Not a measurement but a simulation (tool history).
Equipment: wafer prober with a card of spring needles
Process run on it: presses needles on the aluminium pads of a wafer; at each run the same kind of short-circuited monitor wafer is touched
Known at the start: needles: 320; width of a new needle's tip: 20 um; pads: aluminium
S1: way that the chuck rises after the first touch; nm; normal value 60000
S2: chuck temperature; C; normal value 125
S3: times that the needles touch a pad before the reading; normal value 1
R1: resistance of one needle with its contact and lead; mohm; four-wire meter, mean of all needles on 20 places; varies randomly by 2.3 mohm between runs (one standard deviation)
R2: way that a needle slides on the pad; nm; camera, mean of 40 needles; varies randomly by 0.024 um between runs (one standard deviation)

Run 1, hour 0.0: usual settings. Result: R1 267 mohm, R2 14880 nm.
Run 2, hour 12.5: usual settings. Result: R1 304 mohm, R2 14840 nm.
Run 3, hour 33.0: usual settings but S2 40 C. Result: R1 324 mohm, R2 14880 nm.
At hour 40.0: tips cleaned on abrasive film.
Run 4, hour 47.6: usual settings but S2 40 C. Result: R1 275 mohm, R2 14840 nm.
Run 5, hour 64.5: usual settings but S2 40 C. Result: R1 309 mohm, R2 14850 nm.
Run 6, hour 76.8: usual settings. Result: R1 337 mohm, R2 14830 nm.
At hour 80.0: tips cleaned on abrasive film.
Run 7, hour 101.2: usual settings but S3 2. Result: R1 300 mohm, R2 14810 nm.
Run 8, hour 118.5: usual settings. Result: R1 337 mohm, R2 14740 nm.
At hour 121.0: tips cleaned on abrasive film.
Run 9, hour 138.8: usual settings. Result: R1 312 mohm, R2 14790 nm.
At hour 160.4: tips cleaned on abrasive film.
Run 10, hour 168.5: usual settings. Result: R1 293 mohm, R2 14760 nm.
Run 11, hour 189.4: usual settings. Result: R1 331 mohm, R2 14760 nm.
At hour 199.8: tips cleaned on abrasive film.
Run 12, hour 205.9: usual settings. Result: R1 287 mohm, R2 14760 nm.
Run 13, hour 228.2: usual settings. Result: R1 330 mohm, R2 14760 nm.
At hour 240.0: tips cleaned on abrasive film.
Run 14, hour 257.7: usual settings but S2 49 C. Result: R1 298 mohm, R2 14730 nm.
Run 15, hour 274.3: usual settings but S2 49 C. Result: R1 328 mohm, R2 14720 nm.
At hour 280.3: tips cleaned on abrasive film.
Run 16, hour 298.5: usual settings but S3 2. Result: R1 298 mohm, R2 14730 nm.
At hour 322.2: tips cleaned on abrasive film.
At hour 323.7: height of the first contact set anew.
Run 17, hour 327.2: usual settings but S2 60 C. Result: R1 270 mohm, R2 14960 nm.
Run 18, hour 347.5: usual settings but S1 65000 nm. Result: R1 317 mohm, R2 16170 nm.
At hour 362.1: tips cleaned on abrasive film.
Run 19, hour 371.6: usual settings but S1 65000 nm. Result: R1 289 mohm, R2 16140 nm.
Run 20, hour 387.4: usual settings but S1 53000 nm, S2 27 C. Result: R1 328 mohm, R2 13130 nm.
At hour 403.0: tips cleaned on abrasive film.
Run 21, hour 415.9: usual settings but S1 53000 nm, S2 45 C. Result: R1 300 mohm, R2 13150 nm.
At hour 443.2: tips cleaned on abrasive film.
Run 22, hour 445.5: usual settings but S1 69000 nm, S3 2. Result: R1 268 mohm, R2 17110 nm.
Run 23, hour 460.2: usual settings but S1 58000 nm, S3 2. Result: R1 295 mohm, R2 14320 nm.
At hour 482.5: tips cleaned on abrasive film.
Run 24, hour 488.1: usual settings but S1 58000 nm, S3 2. Result: R1 284 mohm, R2 14330 nm.
Run 25, hour 503.5: usual settings but S1 52000 nm, S2 67 C, S3 2. Result: R1 298 mohm, R2 12810 nm.
At hour 521.8: tips cleaned on abrasive film.
Run 26, hour 521.8: usual settings but S1 52000 nm, S2 28 C, S3 2. Result: R1 244 mohm, R2 12830 nm.
Run 27, hour 541.9: usual settings but S1 52000 nm, S2 28 C, S3 2. Result: R1 292 mohm, R2 12800 nm.
At hour 562.0: tips cleaned on abrasive film.
Run 28, hour 562.6: usual settings but S1 52000 nm, S2 28 C. Result: R1 253 mohm, R2 12810 nm.
Run 29, hour 591.9: usual settings. Result: R1 332 mohm, R2 14790 nm.
At hour 601.6: tips cleaned on abrasive film.
Run 30, hour 616.3: usual settings. Result: R1 313 mohm, R2 14750 nm.
Run 31, hour 628.7: usual settings. Result: R1 335 mohm, R2 14760 nm.
At hour 641.2: tips cleaned on abrasive film.
Run 32, hour 643.8: usual settings but S3 2. Result: R1 276 mohm, R2 14770 nm.
Run 33, hour 658.5: usual settings but S1 70000 nm, S2 56 C. Result: R1 290 mohm, R2 17200 nm.

Measured minus without-hidden-state, run by run (identical run-to-run variation in each term; gauge scatter may differ):
Unlogged tool condition in this case: debris on the tips, nm; way that the needles fall short of the set height, um; tips' diameter, um; drift of the gauge itself on contact_mohm, %; drift of the gauge itself on scrub_um, %.
run   R1    R2
  1   +8   -50
  2  +42   -50
  3  +83   -60
  4  +33   -80
  5  +68   -90
  6  +75   -80
  7  +35  -100
  8  +79  -110
  9  +52  -120
 10  +31  -150
 11  +69  -150
 12  +26  -160
 13  +68  -160
 14  +59  -180
 15  +86  -190
 16  +34  -200
 17  +23    +0
 18  +56    +0
 19  +29   -20
 20  +93   -10
 21  +59   -40
 22   +7   -60
 23  +30   -50
 24  +17   -90
 25  +50   -80
 26   +7   -90
 27  +52  -100
 28  +18  -120
 29  +72  -120
 30  +49  -140
 31  +70  -140
 32  +10  -160
 33  +47  -150
